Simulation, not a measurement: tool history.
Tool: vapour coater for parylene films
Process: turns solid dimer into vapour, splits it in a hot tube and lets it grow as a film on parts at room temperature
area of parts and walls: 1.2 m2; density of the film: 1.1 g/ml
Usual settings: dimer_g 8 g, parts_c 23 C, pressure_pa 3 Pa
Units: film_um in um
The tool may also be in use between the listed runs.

run     day  dimer_g  parts_c  pressure_pa  film_um
  1       0        8       23            3     3.43
  2   0.725        8       23            3     3.39
  3   1.383        8       23            3     3.39
  4   2.246        8       23            3     3.39
  5   2.642        8       23            3     3.39
  6   3.512        8       23            3     3.39
  7    4.35        8       23            3     3.39
  8   4.775        8       23            3     3.38
  9   5.654        8       23            3     3.38
 10   6.588        8       23            3     3.36
 11   7.225        4       23            3     1.67
 12   7.983        4       23            3     1.67
 13   8.404        8       29            3     2.77
 14   9.275        8       23            3     3.34
 15  10.308        8       23            3      3.5
 16  10.804        8       23            3      3.5
 17  11.392        8       23            3     3.49
 18    12.3        8       23            3      3.5
 19  13.104        8       23            3     3.48
 20  13.492        8       23            3     3.45
 21  14.433        8       28            3     2.96
 22  15.154        5       23            3     2.16
 23  15.742        5       23            3     2.14
 24  16.292        5       23            3     2.15
 25   16.75        7       23         2.19     3.19
 26  17.446        7       23         2.19     3.16
 27  18.225        7       29         4.59     2.32
 28  19.129        6       22         2.02     2.82
 29  19.575        9       16          2.1     5.08
 30  20.233        6       32          2.1     2.04
 31  20.646        6       32          2.1     2.03
 32  21.117        6       32         3.03     1.94
 33  21.633        4       18         8.86     1.67
 34  22.079        4       18         8.86     1.68
 35  22.946        8       20            3     3.71
 36  23.467        8       20            3     3.72
 37  24.358        8       20            3     3.71
 38   24.85        4       18         5.01     1.82
 39  25.746        4       28         5.01     1.31
 40  26.429        4       28         5.01     1.34
 41  26.975        4       28         5.01     1.33
 42  27.612        8       22            3     3.46
 43  28.546       10       16         3.47     5.07
 44    29.1       10       16         3.47     5.08
 45  29.542        4       17         7.36     1.73
 46  30.142        8       29            3     2.77
 47  30.825        8       29            3     2.76

Not shown: 1 entry that the log had between the listed runs. Between which runs, and how does the tool's hidden state differ before and after?
Between runs 14 and 15: trap's valve overhauled (day 9.512)
  vapour lost through the trap's worn valve, %: 4.9 -> 0.3; true temperature of the parts over the reading, C: 0.04 -> 0.05
  measured less the result without the state, film_um: -0.18 -> -0.01 um
